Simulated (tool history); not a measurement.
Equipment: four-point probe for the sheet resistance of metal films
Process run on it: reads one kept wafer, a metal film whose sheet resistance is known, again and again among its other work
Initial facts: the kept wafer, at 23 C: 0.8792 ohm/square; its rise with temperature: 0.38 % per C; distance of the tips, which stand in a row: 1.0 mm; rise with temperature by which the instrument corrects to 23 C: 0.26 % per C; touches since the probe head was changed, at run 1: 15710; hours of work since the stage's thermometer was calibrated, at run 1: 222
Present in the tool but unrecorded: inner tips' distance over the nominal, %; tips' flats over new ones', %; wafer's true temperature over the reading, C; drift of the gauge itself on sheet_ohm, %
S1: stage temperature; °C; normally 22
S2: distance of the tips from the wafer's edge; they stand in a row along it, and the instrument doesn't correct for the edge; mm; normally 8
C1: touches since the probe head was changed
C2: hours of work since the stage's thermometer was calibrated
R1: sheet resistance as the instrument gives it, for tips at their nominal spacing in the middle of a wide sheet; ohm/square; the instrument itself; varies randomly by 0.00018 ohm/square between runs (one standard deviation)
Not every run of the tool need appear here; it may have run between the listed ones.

run    hour  S1  S2     C1    C2        R1
  1     0.0  22   8  15710   222  0.884519
  2    58.8  22   5  18375   260  0.895210
  3   174.3  22   8  23606   334  0.883175
  4   290.1  22   8  28853   408  0.882575
  5   411.1  22   3  34333   485  0.923418
  6   478.5  22   3  37390   529  0.923115
  7   595.4  22   7  42685   604  0.882901
  8   691.4  22   7  47032   665  0.882349
  9   801.9  22  16  52038   736  0.874075
 10   881.9  22  16  55664   787  0.873264
 11   981.0  23  16  60156   851  0.874026
     1040.7  -- new probe head fitted
 12  1082.2  23  16   1881   915  0.883819
 13  1162.1  23  16   5500   966  0.883451
     1168.9  -- stage's thermometer calibrated
 14  1259.9  22   8   9908    58  0.887591
 15  1350.9  22   8  14031   117  0.887147
     1399.3  -- stage's thermometer calibrated, once more
 16  1406.0  22   8  16507     4  0.886308
 17  1491.0  22   8  20356    59  0.886027
 18  1554.6  22   8  23239   100  0.885099
 19  1621.6  22   8  26272   142  0.884797
 20  1704.1  34   8  30009   195  0.897485
 21  1795.5  34   8  34153   254  0.897202
 22  1851.5  34   4  36689   290  0.917941
 23  1958.5  19   6  41538   358  0.884820
 24  2061.7  19   6  46214   424  0.884434
 25  2122.0  19   6  48942   463  0.883992
 26  2179.8  22   5  51560   500  0.892553
 27  2266.3  22  11  55480   555  0.877334
 28  2348.5  28  22  59205   608  0.880843
 29  2397.6  28  22  61431   640  0.880519
     2427.3  -- new probe head fitted
 30  2449.3  33  22    997   672  0.893657
 31  2554.4  25  34   5759   739  0.884180
 32  2623.3  21   4   8881   783  0.907312
 33  2697.9  32   4  12262   831  0.919301
 34  2817.8  32   4  17693   908  0.918482
 35  2933.7  34  61  22945   982  0.891311
 36  3026.2  34  61  27135  1042  0.890807
 37  3096.4  23   6  30313  1087  0.891260
 38  3169.4  23   4  33621  1133  0.906511
 39  3226.4  23   4  36205  1170  0.905871
 40  3311.8  23   4  40072  1224  0.905535
 41  3385.6  23   4  43416  1272  0.905245
 42  3459.6  23   4  46767  1319  0.904896
 43  3577.2  23   4  52095  1394  0.904259
 44  3696.1  22  23  57484  1471  0.874635

Each row is a separate what-if for the run after 44, all from the same tool condition, not one after another. Results?
  A  3776.5  22   6  61123  1522   ?
  B  3776.5  28   5  61123  1522   ?
  C  3776.5  32   9  61123  1522   ?

run        R1
  A  0.885642
  B  0.898223
  C  0.889680
Without the tool's unlogged condition, the same runs would have read:
run        R1
  A  0.890697
  B  0.903363
  C  0.894788

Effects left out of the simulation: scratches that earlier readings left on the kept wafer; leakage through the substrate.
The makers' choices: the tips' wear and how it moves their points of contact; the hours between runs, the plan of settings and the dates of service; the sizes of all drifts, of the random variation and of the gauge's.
